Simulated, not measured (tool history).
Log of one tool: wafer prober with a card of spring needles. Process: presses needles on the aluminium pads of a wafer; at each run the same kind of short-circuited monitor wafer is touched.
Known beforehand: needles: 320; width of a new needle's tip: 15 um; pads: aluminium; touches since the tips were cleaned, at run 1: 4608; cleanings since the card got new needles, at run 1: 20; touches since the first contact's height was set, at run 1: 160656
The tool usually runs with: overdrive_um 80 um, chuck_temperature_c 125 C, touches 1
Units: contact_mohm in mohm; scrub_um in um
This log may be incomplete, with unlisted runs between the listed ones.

run     day  overdrive_um  chuck_temperature_c  touches  touches since the tips were cleaned  cleanings since the card got new needles  touches since the first contact's height was set  contact_mohm  scrub_um
  1       0            80                  125        1                                 4608                                        20                                            160656           293     14.05
        0.4  -- tips cleaned on abrasive film
  2   0.754            80                  125        1                                 2048                                        21                                            164988           276     13.96
  3   1.104            80                  125        1                                 4079                                        21                                            167019           285     14.04
      1.583  -- tips cleaned on abrasive film
  4   1.858            80                  125        1                                 1579                                        22                                            171336           268     14.07
  5   2.262            80                  125        1                                 3923                                        22                                            173680           285     14.14
  6   2.612            80                  125        1                                 5954                                        22                                            175711           297        14
      2.767  -- tips cleaned on abrasive film
  7   3.054            80                  125        1                                 1658                                        23                                            178242           271     14.04
  8   3.471            80                  125        1                                 4053                                        23                                            180637           293      14.1
  9   3.929            80                  125        1                                 6718                                        23                                            183302           296     14.13
      3.967  -- tips cleaned on abrasive film
 10   4.633            80                  125        1                                 3844                                        24                                            187332           288     13.94
 11   4.983            80                  125        1                                 5872                                        24                                            189360           290     13.95
      5.158  -- tips cleaned on abrasive film
 12   5.583            80                  125        1                                 2456                                        25                                            192812           280     13.86
      6.338  -- tips cleaned on abrasive film
 13   6.346            80                  125        1                                   65                                        26                                            197194           251     14.16
 14   6.808            80                  125        1                                 2717                                        26                                            199846           279     14.09
      7.279  -- height of the first contact set anew
 15   7.442            80                  125        3                                 6323                                        26                                               942           266     14.04
      7.554  -- tips cleaned on abrasive film
 16   7.838            67                  125        2                                 1640                                        27                                              3190           265     11.62
 17   8.217            67                  125        2                                 3844                                        27                                              5394           283     11.72
 18   8.625            67                  125        2                                 6207                                        27                                              7757           287     11.47
      8.754  -- tips cleaned on abrasive film
 19   8.958            67                  125        2                                 1191                                        28                                              9662           270     11.55
      9.038  -- height of the first contact set anew, once more
 20   9.538            67                  125        2                                 4455                                        28                                              2891           279     12.24
      9.942  -- tips cleaned on abrasive film
 21  10.258            63                   83        3                                 1818                                        29                                              7030           255     11.42
 22  10.942            97                   50        2                                 5779                                        29                                             10991           251     17.84
     11.158  -- tips cleaned on abrasive film
 23  11.662            97                   35        2                                 2920                                        30                                             15120           238     17.53
 24  12.042            97                   35        3                                 5111                                        30                                             17311           238      17.5
     12.358  -- tips cleaned on abrasive film
 25  12.475            97                   35        3                                  668                                        31                                             19799           229     17.54
 26  13.179            97                   35        3                                 4728                                        31                                             23859           240     17.58
     13.562  -- tips cleaned on abrasive film
 27  13.667            80                   31        1                                  620                                        32                                             26669           237     14.48
 28  14.212            80                   59        1                                 3767                                        32                                             29816           271     14.47

Forecast each of these 3 alternatives for the next run:
     14.792  -- tips cleaned on abrasive film
  A  14.954            86                  125        1                                  959                                        33                                             34084             ?         ?
     14.792  -- tips cleaned on abrasive film
  B  14.954            82                   59        1                                  959                                        33                                             34084             ?         ?
     14.792  -- tips cleaned on abrasive film
  C  14.954            62                   26        1                                  959                                        33                                             34084             ?         ?

run  contact_mohm  scrub_um
  A           259     15.45
  B           246     14.89
  C           248     11.33
Take away the tool's hidden state, keep each run's random variation, and the runs would have read:
run  contact_mohm  scrub_um
  A           248     15.56
  B           233     15.01
  C           225     11.44

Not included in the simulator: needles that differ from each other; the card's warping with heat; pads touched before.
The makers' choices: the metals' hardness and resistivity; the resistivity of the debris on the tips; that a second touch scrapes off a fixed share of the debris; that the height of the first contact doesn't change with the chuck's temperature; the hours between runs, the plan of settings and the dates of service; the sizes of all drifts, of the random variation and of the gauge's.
